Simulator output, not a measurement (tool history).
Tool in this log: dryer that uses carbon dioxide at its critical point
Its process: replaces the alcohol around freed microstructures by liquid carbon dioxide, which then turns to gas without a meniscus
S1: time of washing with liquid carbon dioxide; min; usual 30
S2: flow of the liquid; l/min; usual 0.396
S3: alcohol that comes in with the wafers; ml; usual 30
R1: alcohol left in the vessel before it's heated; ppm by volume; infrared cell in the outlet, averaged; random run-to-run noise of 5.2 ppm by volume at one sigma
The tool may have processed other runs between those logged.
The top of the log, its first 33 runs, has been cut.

run   hour  S1     S2  S3    R1
 34  286.2  33  0.409  65   220
 35  297.4  18  0.396  99  3531
 36  305.2  30  0.245  77  2462
 37  313.9  45  0.396  47    54
 38  320.1  36  0.301  27   254
 39  327.6  34  0.301  32   374
 40  339.3  26  0.322  42   962
 41  347.6  22  0.264  96  5598

Forecast each of these 5 alternatives for the next run:
     354.8  -- inlet filter changed
  A  355.3  38  0.403  30   ?
     354.8  -- inlet filter changed
  B  355.3  30  0.485  30   ?
     354.8  -- inlet filter changed
  C  355.3  30   0.41  30   ?
     354.8  -- inlet filter changed
  D  355.3  19  0.396  30   ?
     354.8  -- inlet filter changed
  E  355.3  35  0.396  22   ?

run   R1
  A   43
  B   43
  C   92
  D  598
  E   52
With the hidden condition removed and each run's random variation left untouched, the same runs would have given:
run   R1
  A   29
  B   30
  C   78
  D  581
  E   38
